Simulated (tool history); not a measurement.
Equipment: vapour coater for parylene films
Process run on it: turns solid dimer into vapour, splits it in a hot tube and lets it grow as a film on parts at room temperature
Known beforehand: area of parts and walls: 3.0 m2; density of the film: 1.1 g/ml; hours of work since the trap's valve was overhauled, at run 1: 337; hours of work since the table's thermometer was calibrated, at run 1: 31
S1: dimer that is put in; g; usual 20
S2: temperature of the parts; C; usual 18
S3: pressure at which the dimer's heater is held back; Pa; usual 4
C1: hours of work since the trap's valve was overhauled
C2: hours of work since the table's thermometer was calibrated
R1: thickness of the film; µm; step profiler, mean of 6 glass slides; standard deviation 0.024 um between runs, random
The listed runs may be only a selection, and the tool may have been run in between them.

{"run": 1, "hour": 0.0, "S1": 20, "S2": 18, "S3": 4, "C1": 337, "C2": 31, "R1": 2.73}
{"run": 2, "hour": 19.4, "S1": 20, "S2": 18, "S3": 4, "C1": 351, "C2": 44, "R1": 2.75}
{"run": 3, "hour": 39.4, "S1": 20, "S2": 18, "S3": 4, "C1": 364, "C2": 58, "R1": 2.75}
{"run": 4, "hour": 68.9, "S1": 20, "S2": 18, "S3": 4, "C1": 384, "C2": 78, "R1": 2.75}
{"run": 5, "hour": 103.3, "S1": 20, "S2": 18, "S3": 4, "C1": 407, "C2": 101, "R1": 2.77}
{"run": 6, "hour": 128.8, "S1": 20, "S2": 18, "S3": 4, "C1": 424, "C2": 118, "R1": 2.73}
{"run": 7, "hour": 155.3, "S1": 20, "S2": 18, "S3": 4, "C1": 442, "C2": 136, "R1": 2.68}
{"hour": 170.1, "done": "trap's valve overhauled"}
{"run": 8, "hour": 194.7, "S1": 20, "S2": 18, "S3": 4, "C1": 17, "C2": 160, "R1": 2.87}
{"run": 9, "hour": 224.5, "S1": 20, "S2": 18, "S3": 4, "C1": 37, "C2": 180, "R1": 2.9}
{"run": 10, "hour": 248.3, "S1": 20, "S2": 18, "S3": 4, "C1": 53, "C2": 196, "R1": 2.83}
{"run": 11, "hour": 274.3, "S1": 20, "S2": 18, "S3": 4, "C1": 70, "C2": 214, "R1": 2.81}
{"run": 12, "hour": 304.0, "S1": 31, "S2": 13, "S3": 10.19, "C1": 90, "C2": 234, "R1": 4.5}
{"run": 13, "hour": 333.6, "S1": 13, "S2": 16, "S3": 4.77, "C1": 110, "C2": 254, "R1": 1.91}
{"run": 14, "hour": 361.5, "S1": 13, "S2": 16, "S3": 4.77, "C1": 129, "C2": 273, "R1": 1.91}
{"run": 15, "hour": 379.3, "S1": 11, "S2": 16, "S3": 7.44, "C1": 141, "C2": 285, "R1": 1.49}

Estimate the outcome of run 16 from the log above:
{"run": 16, "hour": 415.2, "S1": 20, "S2": 23, "S3": 3.66, "C1": 166, "C2": 309, "R1": "?"}

R1: 2.35 µm
On a tool with no hidden condition, and with the same random variation, this run would have come out at R1 2.44 µm.

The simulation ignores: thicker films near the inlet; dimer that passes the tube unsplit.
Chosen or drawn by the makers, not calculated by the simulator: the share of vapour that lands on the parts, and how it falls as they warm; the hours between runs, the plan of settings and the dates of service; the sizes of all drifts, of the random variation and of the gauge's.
